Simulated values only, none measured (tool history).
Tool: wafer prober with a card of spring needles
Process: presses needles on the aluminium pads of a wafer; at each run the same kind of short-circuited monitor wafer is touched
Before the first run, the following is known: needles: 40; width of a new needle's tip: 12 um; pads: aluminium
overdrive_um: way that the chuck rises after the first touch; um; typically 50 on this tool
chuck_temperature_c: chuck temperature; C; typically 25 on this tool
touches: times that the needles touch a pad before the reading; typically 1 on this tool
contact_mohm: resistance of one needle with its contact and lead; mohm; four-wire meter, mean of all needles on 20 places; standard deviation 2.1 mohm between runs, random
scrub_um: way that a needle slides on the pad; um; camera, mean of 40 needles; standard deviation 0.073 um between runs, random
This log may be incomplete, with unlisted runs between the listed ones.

{"run": 1, "day": 0.0, "overdrive_um": 50, "chuck_temperature_c": 25, "touches": 1, "contact_mohm": 256, "scrub_um": 6.66}
{"day": 0.275, "done": "tips cleaned on abrasive film"}
{"run": 2, "day": 0.383, "overdrive_um": 50, "chuck_temperature_c": 25, "touches": 1, "contact_mohm": 309, "scrub_um": 6.68}
{"day": 0.658, "done": "tips cleaned on abrasive film"}
{"run": 3, "day": 0.808, "overdrive_um": 50, "chuck_temperature_c": 37, "touches": 1, "contact_mohm": 268, "scrub_um": 6.64}
{"day": 1.046, "done": "tips cleaned on abrasive film"}
{"run": 4, "day": 1.146, "overdrive_um": 50, "chuck_temperature_c": 37, "touches": 1, "contact_mohm": 254, "scrub_um": 6.71}
{"day": 1.446, "done": "tips cleaned on abrasive film"}
{"run": 5, "day": 1.446, "overdrive_um": 50, "chuck_temperature_c": 25, "touches": 1, "contact_mohm": 236, "scrub_um": 6.52}
{"day": 1.488, "done": "tips cleaned on abrasive film, once more"}
{"day": 1.867, "done": "tips cleaned on abrasive film"}
{"run": 6, "day": 1.867, "overdrive_um": 50, "chuck_temperature_c": 25, "touches": 1, "contact_mohm": 237, "scrub_um": 6.55}
{"run": 7, "day": 2.192, "overdrive_um": 50, "chuck_temperature_c": 25, "touches": 1, "contact_mohm": 288, "scrub_um": 6.68}
{"day": 2.238, "done": "tips cleaned on abrasive film"}
{"run": 8, "day": 2.433, "overdrive_um": 59, "chuck_temperature_c": 25, "touches": 1, "contact_mohm": 261, "scrub_um": 7.9}
{"day": 2.621, "done": "tips cleaned on abrasive film"}
{"run": 9, "day": 2.888, "overdrive_um": 45, "chuck_temperature_c": 25, "touches": 1, "contact_mohm": 294, "scrub_um": 5.99}
{"day": 3.029, "done": "tips cleaned on abrasive film"}
{"run": 10, "day": 3.15, "overdrive_um": 45, "chuck_temperature_c": 25, "touches": 1, "contact_mohm": 266, "scrub_um": 5.91}
{"day": 3.4, "done": "tips cleaned on abrasive film"}
{"run": 11, "day": 3.588, "overdrive_um": 45, "chuck_temperature_c": 25, "touches": 1, "contact_mohm": 280, "scrub_um": 6.05}
{"day": 3.808, "done": "tips cleaned on abrasive film"}
{"run": 12, "day": 4.008, "overdrive_um": 45, "chuck_temperature_c": 38, "touches": 1, "contact_mohm": 282, "scrub_um": 5.82}
{"day": 4.192, "done": "tips cleaned on abrasive film"}
{"run": 13, "day": 4.417, "overdrive_um": 45, "chuck_temperature_c": 38, "touches": 3, "contact_mohm": 256, "scrub_um": 5.97}
{"day": 4.571, "done": "tips cleaned on abrasive film"}
{"run": 14, "day": 4.675, "overdrive_um": 45, "chuck_temperature_c": 38, "touches": 3, "contact_mohm": 251, "scrub_um": 5.9}
{"day": 4.942, "done": "tips cleaned on abrasive film"}
{"run": 15, "day": 5.108, "overdrive_um": 45, "chuck_temperature_c": 38, "touches": 2, "contact_mohm": 261, "scrub_um": 5.84}
{"day": 5.321, "done": "tips cleaned on abrasive film"}
{"run": 16, "day": 5.421, "overdrive_um": 45, "chuck_temperature_c": 38, "touches": 2, "contact_mohm": 255, "scrub_um": 5.83}
{"day": 5.712, "done": "tips cleaned on abrasive film"}
{"run": 17, "day": 5.8, "overdrive_um": 45, "chuck_temperature_c": 38, "touches": 2, "contact_mohm": 254, "scrub_um": 5.98}

Predict the results of run 18:
{"day": 6.112, "done": "tips cleaned on abrasive film"}
{"run": 18, "day": 6.183, "overdrive_um": 45, "chuck_temperature_c": 38, "touches": 2, "contact_mohm": "?", "scrub_um": "?"}

Logged for run 18: contact_mohm 253 mohm, scrub_um 5.81 um.
With no hidden state in the tool, this same run would have given contact_mohm 238 mohm, scrub_um 6.03 um.

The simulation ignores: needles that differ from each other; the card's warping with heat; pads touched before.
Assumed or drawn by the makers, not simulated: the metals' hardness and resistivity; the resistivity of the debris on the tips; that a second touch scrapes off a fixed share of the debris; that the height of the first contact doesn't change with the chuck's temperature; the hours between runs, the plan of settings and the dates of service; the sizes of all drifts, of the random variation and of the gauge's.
